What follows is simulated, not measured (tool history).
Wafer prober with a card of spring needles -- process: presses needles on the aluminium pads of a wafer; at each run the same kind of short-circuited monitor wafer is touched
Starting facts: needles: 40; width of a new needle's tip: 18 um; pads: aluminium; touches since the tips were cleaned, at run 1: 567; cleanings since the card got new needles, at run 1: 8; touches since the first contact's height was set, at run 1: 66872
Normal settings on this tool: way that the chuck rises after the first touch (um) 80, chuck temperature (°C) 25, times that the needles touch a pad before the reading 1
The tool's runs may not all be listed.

run,day,way that the chuck rises after the first touch (um),chuck temperature (°C),times that the needles touch a pad before the reading,touches since the tips were cleaned,cleanings since the card got new needles,touches since the first contact's height was set,resistance of one needle with its contact and lead (mohm),way that a needle slides on the pad (um)
1,0,80,25,1,567,8,66872,155,14.434
# day 0.412: tips cleaned on abrasive film
# day 0.925: tips cleaned on abrasive film
# day 1.442: tips cleaned on abrasive film
# day 1.954: tips cleaned on abrasive film
# day 2.171: height of the first contact set anew
# day 2.479: tips cleaned on abrasive film
2,2.854,80,43,1,6392,13,11627,160,14.44
# day 2.962: tips cleaned on abrasive film
# day 3.371: tips cleaned on abrasive film
# day 3.888: tips cleaned on abrasive film
# day 4.4: tips cleaned on abrasive film
# day 4.917: tips cleaned on abrasive film
# day 5.325: tips cleaned on abrasive film
# day 5.842: tips cleaned on abrasive film
# day 6.354: tips cleaned on abrasive film
3,6.429,80,43,1,1304,21,72257,161,14.444
# day 6.842: tips cleaned on abrasive film
# day 7.358: tips cleaned on abrasive film
# day 7.771: tips cleaned on abrasive film
# day 8.283: tips cleaned on abrasive film
# day 8.296: height of the first contact set anew
4,8.417,80,58,1,2102,25,2102,161,14.443
# day 8.729: tips cleaned on abrasive film
# day 9.242: tips cleaned on abrasive film
# day 9.654: tips cleaned on abrasive film
# day 10.167: tips cleaned on abrasive film
# day 10.579: tips cleaned on abrasive film
# day 11.096: tips cleaned on abrasive film
5,11.212,68,25,1,2020,31,49486,157,12.275
# day 11.521: tips cleaned on abrasive film
# day 12.038: tips cleaned on abrasive film
# day 12.45: tips cleaned on abrasive film
# day 12.962: tips cleaned on abrasive film
6,13.317,68,25,1,6065,35,85212,159,12.275
# day 13.425: tips cleaned on abrasive film
# day 13.938: tips cleaned on abrasive film
# day 14.35: tips cleaned on abrasive film
# day 14.462: height of the first contact set anew
# day 14.875: tips cleaned on abrasive film
# day 15.392: tips cleaned on abrasive film
7,15.783,68,25,1,6735,40,22439,156,12.276
# day 15.892: tips cleaned on abrasive film
# day 16.404: tips cleaned on abrasive film
# day 16.917: tips cleaned on abrasive film
# day 17.329: tips cleaned on abrasive film
# day 17.846: tips cleaned on abrasive film
# day 18.258: tips cleaned on abrasive film
8,18.612,80,25,2,6110,46,70427,156,14.445
# day 18.721: tips cleaned on abrasive film
# day 19.133: tips cleaned on abrasive film
# day 19.646: tips cleaned on abrasive film
# day 20.058: tips cleaned on abrasive film
# day 20.571: tips cleaned on abrasive film
# day 20.583: height of the first contact set anew
9,20.85,80,25,2,4583,51,4583,154,14.431
# day 21.058: tips cleaned on abrasive film
# day 21.471: tips cleaned on abrasive film
# day 21.988: tips cleaned on abrasive film
# day 22.5: tips cleaned on abrasive film
# day 23.012: tips cleaned on abrasive film
# day 23.425: tips cleaned on abrasive film
10,23.779,80,25,2,6048,57,54252,156,14.425
# day 23.888: tips cleaned on abrasive film
# day 24.3: tips cleaned on abrasive film
# day 24.812: tips cleaned on abrasive film
# day 25.225: tips cleaned on abrasive film
# day 25.638: tips cleaned on abrasive film
11,25.879,80,25,2,4177,62,89836,156,14.445
# day 26.088: tips cleaned on abrasive film
# day 26.5: tips cleaned on abrasive film
# day 26.717: height of the first contact set anew
# day 27.025: tips cleaned on abrasive film
# day 27.438: tips cleaned on abrasive film
# day 27.954: tips cleaned on abrasive film
# day 28.367: tips cleaned on abrasive film
# day 28.779: tips cleaned on abrasive film
# day 29.292: tips cleaned on abrasive film
12,29.583,80,25,2,5012,70,48634,157,14.442
# day 29.792: tips cleaned on abrasive film
# day 30.308: tips cleaned on abrasive film
# day 30.821: tips cleaned on abrasive film
# day 31.233: tips cleaned on abrasive film
# day 31.746: tips cleaned on abrasive film
# day 32.158: tips cleaned on abrasive film
13,32.346,80,25,1,3171,76,95428,156,14.429
# day 32.654: tips cleaned on abrasive film
# day 32.871: height of the first contact set anew
# day 33.179: tips cleaned on abrasive film
# day 33.696: tips cleaned on abrasive film
# day 34.208: tips cleaned on abrasive film
14,34.479,80,25,1,4635,80,27319,158,14.448
# day 34.688: tips cleaned on abrasive film
# day 35.1: tips cleaned on abrasive film
# day 35.512: tips cleaned on abrasive film
# day 36.025: tips cleaned on abrasive film
# day 36.438: tips cleaned on abrasive film
15,36.492,80,25,1,930,85,61402,158,14.434
# day 36.904: tips cleaned on abrasive film
# day 37.417: tips cleaned on abrasive film
# day 37.933: tips cleaned on abrasive film
# day 38.446: tips cleaned on abrasive film
16,38.708,87,25,1,4485,89,99042,156,15.69
# day 38.917: tips cleaned on abrasive film
# day 39.033: height of the first contact set anew
# day 39.442: tips cleaned on abrasive film
# day 39.854: tips cleaned on abrasive film
# day 40.371: tips cleaned on abrasive film
# day 40.883: tips cleaned on abrasive film
# day 41.396: tips cleaned on abrasive film
# day 41.808: tips cleaned on abrasive film
# day 42.325: tips cleaned on abrasive film
17,42.717,87,25,1,6735,97,62572,157,15.706
# day 42.825: tips cleaned on abrasive film
# day 43.238: tips cleaned on abrasive film
# day 43.646: tips cleaned on abrasive film
# day 44.162: tips cleaned on abrasive film
# day 44.675: tips cleaned on abrasive film
# day 45.192: tips cleaned on abrasive film
# day 45.204: height of the first contact set anew
# day 45.717: tips cleaned on abrasive film
# day 46.129: tips cleaned on abrasive film
# day 46.642: tips cleaned on abrasive film
18,46.858,87,25,1,3706,106,28134,156,15.684
# day 47.067: tips cleaned on abrasive film
# day 47.479: tips cleaned on abrasive film
# day 47.892: tips cleaned on abrasive film
# day 48.304: tips cleaned on abrasive film
# day 48.758: tips cleaned on abrasive film
19,48.758,80,25,2,0,111,60270,157,14.432
# day 49.171: tips cleaned on abrasive film
# day 49.583: tips cleaned on abrasive film
# day 50.096: tips cleaned on abrasive film
# day 50.508: tips cleaned on abrasive film
# day 50.921: tips cleaned on abrasive film
# day 51.342: height of the first contact set anew
# day 51.446: tips cleaned on abrasive film
# day 51.858: tips cleaned on abrasive film
20,52.204,74,115,2,5932,118,14657,173,13.359
# day 52.312: tips cleaned on abrasive film
# day 52.725: tips cleaned on abrasive film
# day 53.238: tips cleaned on abrasive film
# day 53.75: tips cleaned on abrasive film
# day 54.267: tips cleaned on abrasive film
# day 54.679: tips cleaned on abrasive film
# day 55.192: tips cleaned on abrasive film
# day 55.604: tips cleaned on abrasive film
21,55.75,80,82,2,2493,126,74729,166,14.451

Across each entry between runs, compare the hidden state at the last listed run before it with the hidden state at the first listed run after it:
After run 1, before run 2: tips cleaned on abrasive film (day 0.412); tips cleaned on abrasive film (day 0.925); tips cleaned on abrasive film (day 1.442); tips cleaned on abrasive film (day 1.954); height of the first contact set anew (day 2.171); tips cleaned on abrasive film (day 2.479)
  debris on the tips, nm: 0.1 -> 0.4
After run 2, before run 3: tips cleaned on abrasive film (day 2.962); tips cleaned on abrasive film (day 3.371); tips cleaned on abrasive film (day 3.888); tips cleaned on abrasive film (day 4.4); tips cleaned on abrasive film (day 4.917); tips cleaned on abrasive film (day 5.325); tips cleaned on abrasive film (day 5.842); tips cleaned on abrasive film (day 6.354)
  debris on the tips, nm: 0.4 -> 0.2
After run 3, before run 4: tips cleaned on abrasive film (day 6.842); tips cleaned on abrasive film (day 7.358); tips cleaned on abrasive film (day 7.771); tips cleaned on abrasive film (day 8.283); height of the first contact set anew (day 8.296)
  the hidden state is the same at both runs
After run 4, before run 5: tips cleaned on abrasive film (day 8.729); tips cleaned on abrasive film (day 9.242); tips cleaned on abrasive film (day 9.654); tips cleaned on abrasive film (day 10.167); tips cleaned on abrasive film (day 10.579); tips cleaned on abrasive film (day 11.096)
  the hidden state is the same at both runs
After run 5, before run 6: tips cleaned on abrasive film (day 11.521); tips cleaned on abrasive film (day 12.038); tips cleaned on abrasive film (day 12.45); tips cleaned on abrasive film (day 12.962)
  debris on the tips, nm: 0.2 -> 0.4
After run 6, before run 7: tips cleaned on abrasive film (day 13.425); tips cleaned on abrasive film (day 13.938); tips cleaned on abrasive film (day 14.35); height of the first contact set anew (day 14.462); tips cleaned on abrasive film (day 14.875); tips cleaned on abrasive film (day 15.392)
  the hidden state is the same at both runs
After run 7, before run 8: tips cleaned on abrasive film (day 15.892); tips cleaned on abrasive film (day 16.404); tips cleaned on abrasive film (day 16.917); tips cleaned on abrasive film (day 17.329); tips cleaned on abrasive film (day 17.846); tips cleaned on abrasive film (day 18.258)
  the hidden state is the same at both runs
After run 8, before run 9: tips cleaned on abrasive film (day 18.721); tips cleaned on abrasive film (day 19.133); tips cleaned on abrasive film (day 19.646); tips cleaned on abrasive film (day 20.058); tips cleaned on abrasive film (day 20.571); height of the first contact set anew (day 20.583)
  debris on the tips, nm: 0.4 -> 0.3
After run 9, before run 10: tips cleaned on abrasive film (day 21.058); tips cleaned on abrasive film (day 21.471); tips cleaned on abrasive film (day 21.988); tips cleaned on abrasive film (day 22.5); tips cleaned on abrasive film (day 23.012); tips cleaned on abrasive film (day 23.425)
  debris on the tips, nm: 0.3 -> 0.4
After run 10, before run 11: tips cleaned on abrasive film (day 23.888); tips cleaned on abrasive film (day 24.3); tips cleaned on abrasive film (day 24.812); tips cleaned on abrasive film (day 25.225); tips cleaned on abrasive film (day 25.638)
  debris on the tips, nm: 0.4 -> 0.3
After run 11, before run 12: tips cleaned on abrasive film (day 26.088); tips cleaned on abrasive film (day 26.5); height of the first contact set anew (day 26.717); tips cleaned on abrasive film (day 27.025); tips cleaned on abrasive film (day 27.438); tips cleaned on abrasive film (day 27.954); tips cleaned on abrasive film (day 28.367); tips cleaned on abrasive film (day 28.779); tips cleaned on abrasive film (day 29.292)
  debris on the tips, nm: 0.3 -> 0.4
After run 12, before run 13: tips cleaned on abrasive film (day 29.792); tips cleaned on abrasive film (day 30.308); tips cleaned on abrasive film (day 30.821); tips cleaned on abrasive film (day 31.233); tips cleaned on abrasive film (day 31.746); tips cleaned on abrasive film (day 32.158)
  debris on the tips, nm: 0.4 -> 0.3; tips' diameter, um: 18 -> 18.01
After run 13, before run 14: tips cleaned on abrasive film (day 32.654); height of the first contact set anew (day 32.871); tips cleaned on abrasive film (day 33.179); tips cleaned on abrasive film (day 33.696); tips cleaned on abrasive film (day 34.208)
  the hidden state is the same at both runs
After run 14, before run 15: tips cleaned on abrasive film (day 34.688); tips cleaned on abrasive film (day 35.1); tips cleaned on abrasive film (day 35.512); tips cleaned on abrasive film (day 36.025); tips cleaned on abrasive film (day 36.438)
  debris on the tips, nm: 0.3 -> 0.1
After run 15, before run 16: tips cleaned on abrasive film (day 36.904); tips cleaned on abrasive film (day 37.417); tips cleaned on abrasive film (day 37.933); tips cleaned on abrasive film (day 38.446)
  debris on the tips, nm: 0.1 -> 0.3
After run 16, before run 17: tips cleaned on abrasive film (day 38.917); height of the first contact set anew (day 39.033); tips cleaned on abrasive film (day 39.442); tips cleaned on abrasive film (day 39.854); tips cleaned on abrasive film (day 40.371); tips cleaned on abrasive film (day 40.883); tips cleaned on abrasive film (day 41.396); tips cleaned on abrasive film (day 41.808); tips cleaned on abrasive film (day 42.325)
  debris on the tips, nm: 0.3 -> 0.4
After run 17, before run 18: tips cleaned on abrasive film (day 42.825); tips cleaned on abrasive film (day 43.238); tips cleaned on abrasive film (day 43.646); tips cleaned on abrasive film (day 44.162); tips cleaned on abrasive film (day 44.675); tips cleaned on abrasive film (day 45.192); height of the first contact set anew (day 45.204); tips cleaned on abrasive film (day 45.717); tips cleaned on abrasive film (day 46.129); tips cleaned on abrasive film (day 46.642)
  debris on the tips, nm: 0.4 -> 0.3
After run 18, before run 19: tips cleaned on abrasive film (day 47.067); tips cleaned on abrasive film (day 47.479); tips cleaned on abrasive film (day 47.892); tips cleaned on abrasive film (day 48.304); tips cleaned on abrasive film (day 48.758)
  debris on the tips, nm: 0.3 -> 0
After run 19, before run 20: tips cleaned on abrasive film (day 49.171); tips cleaned on abrasive film (day 49.583); tips cleaned on abrasive film (day 50.096); tips cleaned on abrasive film (day 50.508); tips cleaned on abrasive film (day 50.921); height of the first contact set anew (day 51.342); tips cleaned on abrasive film (day 51.446); tips cleaned on abrasive film (day 51.858)
  debris on the tips, nm: 0 -> 0.4
After run 20, before run 21: tips cleaned on abrasive film (day 52.312); tips cleaned on abrasive film (day 52.725); tips cleaned on abrasive film (day 53.238); tips cleaned on abrasive film (day 53.75); tips cleaned on abrasive film (day 54.267); tips cleaned on abrasive film (day 54.679); tips cleaned on abrasive film (day 55.192); tips cleaned on abrasive film (day 55.604)
  debris on the tips, nm: 0.4 -> 0.2

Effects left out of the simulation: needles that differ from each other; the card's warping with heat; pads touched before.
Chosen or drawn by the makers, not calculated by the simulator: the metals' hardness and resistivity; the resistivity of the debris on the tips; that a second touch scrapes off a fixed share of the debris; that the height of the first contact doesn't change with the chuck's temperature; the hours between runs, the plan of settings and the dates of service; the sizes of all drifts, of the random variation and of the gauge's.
